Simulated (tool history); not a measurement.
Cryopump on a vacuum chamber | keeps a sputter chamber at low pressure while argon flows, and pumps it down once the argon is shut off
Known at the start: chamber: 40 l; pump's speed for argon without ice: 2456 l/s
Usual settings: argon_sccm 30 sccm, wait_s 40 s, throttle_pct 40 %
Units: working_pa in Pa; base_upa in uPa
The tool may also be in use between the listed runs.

run   hour  argon_sccm  wait_s  throttle_pct  working_pa  base_upa
  1      0          30      40            40      0.0526      1.89
  2   38.2          30      40            40      0.0525      1.89
  3   71.2          30      40            40      0.0524      1.89
  4  120.7          30      40            40      0.0532      1.86
     126.2  -- leaking fittings of the chamber tightened, without venting
  5    160          30      40            40       0.052      1.62
  6  192.1          30      40            40       0.053      1.59
  7  228.6          30      40            40      0.0531      1.59
  8  262.3          30      40            40      0.0528      1.63
  9  311.7          30      40            40      0.0542      1.64
 10  349.5          30      40            24      0.0899      1.59
 11  404.2          30      40            40      0.0546      1.63
 12  430.2          30      40            40      0.0549      1.61
 13  478.3          30      40            40      0.0547      1.65
 14  525.7          38      24            53      0.0549      2.68
 15  567.5          38      24            53      0.0548       2.6
 16    600          38     146            53      0.0553      0.66
 17  637.7          30     178            32      0.0694      0.58

Forecast run 18:
 18  663.9          33      99            34           ?         ?

working_pa: 0.0725 Pa
base_upa: 0.85 uPa
Without the tool's hidden state the same run would have given working_pa 0.0669 Pa, base_upa 0.74 uPa.
